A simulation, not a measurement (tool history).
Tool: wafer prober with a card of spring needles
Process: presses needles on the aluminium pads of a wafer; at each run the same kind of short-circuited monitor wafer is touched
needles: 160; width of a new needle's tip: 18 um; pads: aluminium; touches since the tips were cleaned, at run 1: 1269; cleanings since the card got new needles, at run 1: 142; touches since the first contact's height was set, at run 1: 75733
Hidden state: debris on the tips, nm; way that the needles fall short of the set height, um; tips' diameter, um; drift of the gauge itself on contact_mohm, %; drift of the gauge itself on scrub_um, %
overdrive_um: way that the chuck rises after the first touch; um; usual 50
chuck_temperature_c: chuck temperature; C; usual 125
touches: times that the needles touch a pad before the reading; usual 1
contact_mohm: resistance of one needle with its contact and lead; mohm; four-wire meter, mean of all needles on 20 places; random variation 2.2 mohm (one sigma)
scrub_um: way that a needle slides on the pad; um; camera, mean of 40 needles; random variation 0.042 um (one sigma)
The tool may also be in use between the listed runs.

run,hour,overdrive_um,chuck_temperature_c,touches,touches since the tips were cleaned,cleanings since the card got new needles,touches since the first contact's height was set,contact_mohm,scrub_um
1,0,50,125,1,1269,142,75733,242,12.94
# hour 2.4: tips cleaned on abrasive film
# hour 8.1: tips cleaned on abrasive film
# hour 13.9: tips cleaned on abrasive film
# hour 15.3: height of the first contact set anew
# hour 18.8: tips cleaned on abrasive film
# hour 24.2: tips cleaned on abrasive film
2,24.2,50,125,1,0,147,3971,244,12.91
# hour 28.8: tips cleaned on abrasive film
# hour 33.4: tips cleaned on abrasive film
3,36,50,125,1,1185,149,9322,247,12.81
# hour 38.4: tips cleaned on abrasive film
# hour 43: tips cleaned on abrasive film
4,47.4,50,125,1,2002,151,14449,248,12.92
# hour 48.6: tips cleaned on abrasive film
# hour 53.3: tips cleaned on abrasive film
# hour 57.9: tips cleaned on abrasive film
# hour 63.6: tips cleaned on abrasive film
5,67,50,125,1,1551,155,23248,249,12.94
# hour 69.3: tips cleaned on abrasive film
# hour 75: tips cleaned on abrasive film
# hour 79.7: tips cleaned on abrasive film
# hour 84.3: tips cleaned on abrasive film
# hour 90.1: tips cleaned on abrasive film
6,93.3,50,125,1,1494,160,35111,243,12.97
# hour 95.7: tips cleaned on abrasive film
# hour 100.3: tips cleaned on abrasive film
# hour 105: tips cleaned on abrasive film
# hour 110.6: tips cleaned on abrasive film
7,114,50,125,1,1518,164,44396,244,12.96
# hour 116.3: tips cleaned on abrasive film
# hour 122.1: tips cleaned on abrasive film
# hour 127.9: tips cleaned on abrasive film
# hour 133.6: tips cleaned on abrasive film
8,137.5,50,125,1,1787,168,55013,247,12.88
# hour 138.7: tips cleaned on abrasive film
# hour 144.5: tips cleaned on abrasive film
# hour 149.1: tips cleaned on abrasive film
# hour 154.3: tips cleaned on abrasive film
9,154.3,50,125,1,0,172,62554,245,12.97
# hour 160.1: tips cleaned on abrasive film
# hour 165.9: tips cleaned on abrasive film
# hour 170.5: tips cleaned on abrasive film
# hour 175.1: tips cleaned on abrasive film
10,176,50,47,1,394,176,72320,225,12.89
# hour 180.6: tips cleaned on abrasive film
# hour 185.2: tips cleaned on abrasive film
# hour 189.8: tips cleaned on abrasive film
# hour 194.5: tips cleaned on abrasive film
# hour 198.2: height of the first contact set anew
# hour 199.4: tips cleaned on abrasive film
11,200.2,50,47,1,350,181,871,227,13
# hour 204.8: tips cleaned on abrasive film
# hour 209.5: tips cleaned on abrasive film
# hour 214.1: tips cleaned on abrasive film
# hour 219.9: tips cleaned on abrasive film
12,221.7,50,90,1,855,185,10579,231,13.01
# hour 225.2: tips cleaned on abrasive film
# hour 231: tips cleaned on abrasive film
# hour 235.6: tips cleaned on abrasive film
13,237.2,50,90,1,740,188,17549,236,13
# hour 240.7: tips cleaned on abrasive film
# hour 246.4: tips cleaned on abrasive film
# hour 252.1: tips cleaned on abrasive film
# hour 257.6: tips cleaned on abrasive film
14,257.6,34,42,1,0,192,26733,231,8.85
# hour 262.3: tips cleaned on abrasive film
# hour 268: tips cleaned on abrasive film
15,272.5,30,66,2,2061,194,33482,247,7.83
# hour 273.8: tips cleaned on abrasive film
# hour 279.5: tips cleaned on abrasive film
# hour 285.2: tips cleaned on abrasive film
16,288.8,30,96,3,1621,197,40798,255,7.88
# hour 289.9: tips cleaned on abrasive film
# hour 295.7: tips cleaned on abrasive film
# hour 300.3: tips cleaned on abrasive film
# hour 305: tips cleaned on abrasive film
# hour 309.6: tips cleaned on abrasive film
# hour 314.2: tips cleaned on abrasive film
17,315.2,58,96,1,453,203,52655,232,15.11
# hour 319.9: tips cleaned on abrasive film
# hour 324.5: tips cleaned on abrasive film
# hour 329.1: tips cleaned on abrasive film
# hour 334.9: tips cleaned on abrasive film
18,336.1,66,125,1,589,207,62074,237,17.21
# hour 339.6: tips cleaned on abrasive film
# hour 344.2: tips cleaned on abrasive film
# hour 349.9: tips cleaned on abrasive film
19,354.2,54,114,1,1995,210,70231,239,14.16
# hour 355.5: tips cleaned on abrasive film
# hour 361.2: tips cleaned on abrasive film
# hour 365.9: tips cleaned on abrasive film
# hour 370.5: tips cleaned on abrasive film
# hour 375.1: tips cleaned on abrasive film
# hour 379.8: tips cleaned on abrasive film
20,380.5,50,76,1,336,216,82023,234,13.03
# hour 382: height of the first contact set anew
# hour 385.5: tips cleaned on abrasive film
# hour 390.1: tips cleaned on abrasive film
# hour 394.7: tips cleaned on abrasive film
# hour 400.5: tips cleaned on abrasive film
21,405,50,76,1,2046,220,10376,233,13.09
# hour 406.2: tips cleaned on abrasive film
# hour 411.9: tips cleaned on abrasive film
# hour 416.5: tips cleaned on abrasive film
# hour 421.2: tips cleaned on abrasive film
22,424.5,60,76,1,1519,224,19155,226,15.68
# hour 426.9: tips cleaned on abrasive film
# hour 432.6: tips cleaned on abrasive film
# hour 437.3: tips cleaned on abrasive film
# hour 441.9: tips cleaned on abrasive film
# hour 446.6: tips cleaned on abrasive film
23,447.1,60,76,1,266,229,29315,226,15.63
# hour 451.8: tips cleaned on abrasive film
# hour 456.4: tips cleaned on abrasive film
# hour 462.1: tips cleaned on abrasive film
24,466.2,32,82,1,1875,232,37929,252,8.37
# hour 467.4: tips cleaned on abrasive film
# hour 472.1: tips cleaned on abrasive film
# hour 477.8: tips cleaned on abrasive film
# hour 482.5: tips cleaned on abrasive film
25,482.6,32,82,1,85,236,45286,248,8.4

Hidden state at the last listed run before each entry between runs and at the first one after, where it differs:
Between runs 1 and 2: tips cleaned on abrasive film (hour 2.4); tips cleaned on abrasive film (hour 8.1); tips cleaned on abrasive film (hour 13.9); height of the first contact set anew (hour 15.3); tips cleaned on abrasive film (hour 18.8); tips cleaned on abrasive film (hour 24.2)
  debris on the tips, nm: 0.1 -> 0; way that the needles fall short of the set height, um: 0.01 -> 0; drift of the gauge itself on scrub_um, %: 0 -> 0.08
  measured less the result without the state, scrub_um: -0.01 -> +0.01 um
Between runs 2 and 3: tips cleaned on abrasive film (hour 28.8); tips cleaned on abrasive film (hour 33.4)
  debris on the tips, nm: 0 -> 0.1; drift of the gauge itself on scrub_um, %: 0.08 -> 0.12
  measured less the result without the state, scrub_um: +0.01 -> +0.02 um
Between runs 3 and 4: tips cleaned on abrasive film (hour 38.4); tips cleaned on abrasive film (hour 43)
  drift of the gauge itself on scrub_um, %: 0.12 -> 0.16
  measured less the result without the state, scrub_um: +0.02 -> +0.02 um
Between runs 4 and 5: tips cleaned on abrasive film (hour 48.6); tips cleaned on abrasive film (hour 53.3); tips cleaned on abrasive film (hour 57.9); tips cleaned on abrasive film (hour 63.6)
  drift of the gauge itself on scrub_um, %: 0.16 -> 0.22
  measured less the result without the state, scrub_um: +0.02 -> +0.03 um
Between runs 5 and 6: tips cleaned on abrasive film (hour 69.3); tips cleaned on abrasive film (hour 75); tips cleaned on abrasive film (hour 79.7); tips cleaned on abrasive film (hour 84.3); tips cleaned on abrasive film (hour 90.1)
  drift of the gauge itself on scrub_um, %: 0.22 -> 0.31
  measured less the result without the state, scrub_um: +0.03 -> +0.04 um
Between runs 6 and 7: tips cleaned on abrasive film (hour 95.7); tips cleaned on abrasive film (hour 100.3); tips cleaned on abrasive film (hour 105); tips cleaned on abrasive film (hour 110.6)
  drift of the gauge itself on scrub_um, %: 0.31 -> 0.38
  measured less the result without the state, scrub_um: +0.04 -> +0.05 um
Between runs 7 and 8: tips cleaned on abrasive film (hour 116.3); tips cleaned on abrasive film (hour 122.1); tips cleaned on abrasive film (hour 127.9); tips cleaned on abrasive film (hour 133.6)
  way that the needles fall short of the set height, um: 0 -> 0.01; drift of the gauge itself on scrub_um, %: 0.38 -> 0.46
  measured less the result without the state, scrub_um: +0.05 -> +0.05 um
Between runs 8 and 9: tips cleaned on abrasive film (hour 138.7); tips cleaned on abrasive film (hour 144.5); tips cleaned on abrasive film (hour 149.1); tips cleaned on abrasive film (hour 154.3)
  debris on the tips, nm: 0.1 -> 0; drift of the gauge itself on scrub_um, %: 0.46 -> 0.52
  measured less the result without the state, scrub_um: +0.05 -> +0.06 um
Between runs 9 and 10: tips cleaned on abrasive film (hour 160.1); tips cleaned on abrasive film (hour 165.9); tips cleaned on abrasive film (hour 170.5); tips cleaned on abrasive film (hour 175.1)
  drift of the gauge itself on scrub_um, %: 0.52 -> 0.59
  measured less the result without the state, scrub_um: +0.06 -> +0.07 um
Between runs 10 and 11: tips cleaned on abrasive film (hour 180.6); tips cleaned on abrasive film (hour 185.2); tips cleaned on abrasive film (hour 189.8); tips cleaned on abrasive film (hour 194.5); height of the first contact set anew (hour 198.2); tips cleaned on abrasive film (hour 199.4)
  way that the needles fall short of the set height, um: 0.01 -> 0; tips' diameter, um: 18.01 -> 18.02; drift of the gauge itself on scrub_um, %: 0.59 -> 0.67
  measured less the result without the state, scrub_um: +0.07 -> +0.08 um
Between runs 11 and 12: tips cleaned on abrasive film (hour 204.8); tips cleaned on abrasive film (hour 209.5); tips cleaned on abrasive film (hour 214.1); tips cleaned on abrasive film (hour 219.9)
  debris on the tips, nm: 0 -> 0.1; drift of the gauge itself on scrub_um, %: 0.67 -> 0.74
  measured less the result without the state, scrub_um: +0.08 -> +0.09 um
Between runs 12 and 13: tips cleaned on abrasive film (hour 225.2); tips cleaned on abrasive film (hour 231); tips cleaned on abrasive film (hour 235.6)
  drift of the gauge itself on scrub_um, %: 0.74 -> 0.79
  measured less the result without the state, scrub_um: +0.09 -> +0.1 um
Between runs 13 and 14: tips cleaned on abrasive film (hour 240.7); tips cleaned on abrasive film (hour 246.4); tips cleaned on abrasive film (hour 252.1); tips cleaned on abrasive film (hour 257.6)
  debris on the tips, nm: 0.1 -> 0; drift of the gauge itself on scrub_um, %: 0.79 -> 0.86
  measured less the result without the state, scrub_um: +0.1 -> +0.07 um
Between runs 14 and 15: tips cleaned on abrasive film (hour 262.3); tips cleaned on abrasive film (hour 268)
  debris on the tips, nm: 0 -> 0.1; drift of the gauge itself on scrub_um, %: 0.86 -> 0.91
  measured less the result without the state, scrub_um: +0.07 -> +0.07 um
Between runs 15 and 16: tips cleaned on abrasive film (hour 273.8); tips cleaned on abrasive film (hour 279.5); tips cleaned on abrasive film (hour 285.2)
  drift of the gauge itself on scrub_um, %: 0.91 -> 0.97
  measured less the result without the state, scrub_um: +0.07 -> +0.07 um
Between runs 16 and 17: tips cleaned on abrasive film (hour 289.9); tips cleaned on abrasive film (hour 295.7); tips cleaned on abrasive film (hour 300.3); tips cleaned on abrasive film (hour 305); tips cleaned on abrasive film (hour 309.6); tips cleaned on abrasive film (hour 314.2)
  debris on the tips, nm: 0.1 -> 0; way that the needles fall short of the set height, um: 0 -> 0.01; drift of the gauge itself on scrub_um, %: 0.97 -> 1.05
  measured less the result without the state, scrub_um: +0.07 -> +0.16 um
Between runs 17 and 18: tips cleaned on abrasive film (hour 319.9); tips cleaned on abrasive film (hour 324.5); tips cleaned on abrasive film (hour 329.1); tips cleaned on abrasive film (hour 334.9)
  debris on the tips, nm: 0 -> 0.1; drift of the gauge itself on scrub_um, %: 1.05 -> 1.12
  measured less the result without the state, scrub_um: +0.16 -> +0.19 um
Between runs 18 and 19: tips cleaned on abrasive film (hour 339.6); tips cleaned on abrasive film (hour 344.2); tips cleaned on abrasive film (hour 349.9)
  drift of the gauge itself on scrub_um, %: 1.12 -> 1.18
  measured less the result without the state, scrub_um: +0.19 -> +0.16 um
Between runs 19 and 20: tips cleaned on abrasive film (hour 355.5); tips cleaned on abrasive film (hour 361.2); tips cleaned on abrasive film (hour 365.9); tips cleaned on abrasive film (hour 370.5); tips cleaned on abrasive film (hour 375.1); tips cleaned on abrasive film (hour 379.8)
  debris on the tips, nm: 0.1 -> 0; drift of the gauge itself on scrub_um, %: 1.18 -> 1.27
  measured less the result without the state, scrub_um: +0.16 -> +0.16 um
Between runs 20 and 21: height of the first contact set anew (hour 382); tips cleaned on abrasive film (hour 385.5); tips cleaned on abrasive film (hour 390.1); tips cleaned on abrasive film (hour 394.7); tips cleaned on abrasive film (hour 400.5)
  debris on the tips, nm: 0 -> 0.1; way that the needles fall short of the set height, um: 0.01 -> 0; drift of the gauge itself on scrub_um, %: 1.27 -> 1.35
  measured less the result without the state, scrub_um: +0.16 -> +0.17 um
Between runs 21 and 22: tips cleaned on abrasive film (hour 406.2); tips cleaned on abrasive film (hour 411.9); tips cleaned on abrasive film (hour 416.5); tips cleaned on abrasive film (hour 421.2)
  drift of the gauge itself on scrub_um, %: 1.35 -> 1.42
  measured less the result without the state, scrub_um: +0.17 -> +0.22 um
Between runs 22 and 23: tips cleaned on abrasive film (hour 426.9); tips cleaned on abrasive film (hour 432.6); tips cleaned on abrasive film (hour 437.3); tips cleaned on abrasive film (hour 441.9); tips cleaned on abrasive film (hour 446.6)
  debris on the tips, nm: 0.1 -> 0; drift of the gauge itself on scrub_um, %: 1.42 -> 1.49
  measured less the result without the state, scrub_um: +0.22 -> +0.23 um
Between runs 23 and 24: tips cleaned on abrasive film (hour 451.8); tips cleaned on abrasive film (hour 456.4); tips cleaned on abrasive film (hour 462.1)
  debris on the tips, nm: 0 -> 0.1; drift of the gauge itself on scrub_um, %: 1.49 -> 1.56
  measured less the result without the state, scrub_um: +0.23 -> +0.12 um
Between runs 24 and 25: tips cleaned on abrasive film (hour 467.4); tips cleaned on abrasive film (hour 472.1); tips cleaned on abrasive film (hour 477.8); tips cleaned on abrasive film (hour 482.5)
  debris on the tips, nm: 0.1 -> 0; drift of the gauge itself on scrub_um, %: 1.56 -> 1.61
  measured less the result without the state, scrub_um: +0.12 -> +0.13 um

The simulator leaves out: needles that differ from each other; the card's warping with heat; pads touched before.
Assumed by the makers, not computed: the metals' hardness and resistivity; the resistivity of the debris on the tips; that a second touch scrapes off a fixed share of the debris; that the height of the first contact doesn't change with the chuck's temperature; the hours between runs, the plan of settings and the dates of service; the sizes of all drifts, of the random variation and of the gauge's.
